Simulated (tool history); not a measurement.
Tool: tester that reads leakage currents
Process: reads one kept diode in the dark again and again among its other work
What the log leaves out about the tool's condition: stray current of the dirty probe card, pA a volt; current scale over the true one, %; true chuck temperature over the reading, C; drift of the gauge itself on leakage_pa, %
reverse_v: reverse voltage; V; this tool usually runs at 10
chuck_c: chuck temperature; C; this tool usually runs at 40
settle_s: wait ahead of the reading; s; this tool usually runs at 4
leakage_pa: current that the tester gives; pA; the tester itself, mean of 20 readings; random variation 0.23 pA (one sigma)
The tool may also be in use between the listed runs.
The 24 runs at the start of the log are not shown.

| run | day | reverse_v | chuck_c | settle_s | hours of work since the probe card was cleaned | hours of work since the tester was calibrated | hours of work since the chuck was calibrated | leakage_pa |
|---|---|---|---|---|---|---|---|---|
| 25 | 97.825 | 6.4 | 48 | 4 | 554 | 1397 | 461 | 106.51 |
| 26 | 100.721 | 6.4 | 48 | 4 | 586 | 1428 | 492 | 106.64 |
| 27 | 105.312 | 2.3 | 26 | 0.49 | 636 | 1479 | 542 | 16.67 |
| 28 | 109.508 | 2.3 | 26 | 0.49 | 682 | 1524 | 588 | 16.63 |
| 29 | 115.858 | 2.5 | 40 | 0.45 | 751 | 1594 | 658 | 42.91 |
| 30 | 122.346 | 13.1 | 35 | 3.52 | 822 | 1665 | 728 | 66.35 |
| 31 | 125.583 | 8.2 | 34 | 3.52 | 857 | 1700 | 764 | 49.31 |
| 32 | 132.538 | 10 | 40 | 7.35 | 933 | 1776 | 840 | 78.81 |
| 33 | 135.571 | 11.4 | 26 | 0.42 | 966 | 1809 | 873 | 46.92 |
| 34 | 139.896 | 11.4 | 26 | 0.42 | 1014 | 1857 | 920 | 46.89 |
| 35 | 146.25 | 11.4 | 26 | 0.42 | 1083 | 1926 | 990 | 47.8 |

Predict each of these 5 candidate next runs independently; none follows another, all start after run 35:
| A | 150.021 | 11.4 | 26 | 8.78 | 1124 | 1967 | 1031 | ? |
| B | 150.021 | 10 | 34 | 3.67 | 1124 | 1967 | 1031 | ? |
| C | 150.021 | 2.8 | 38 | 0.57 | 1124 | 1967 | 1031 | ? |
| D | 150.021 | 11.4 | 35 | 6.64 | 1124 | 1967 | 1031 | ? |
| E | 150.021 | 2.3 | 42 | 0.42 | 1124 | 1967 | 1031 | ? |

| run | leakage_pa |
|---|---|
| A | 38.36 |
| B | 56.14 |
| C | 39.64 |
| D | 63.89 |
| E | 47.06 |
Without the tool's hidden state the same runs would have given:
| run | leakage_pa |
|---|---|
| A | 29.04 |
| B | 49.81 |
| C | 39.71 |
| D | 56.58 |
| E | 48.2 |
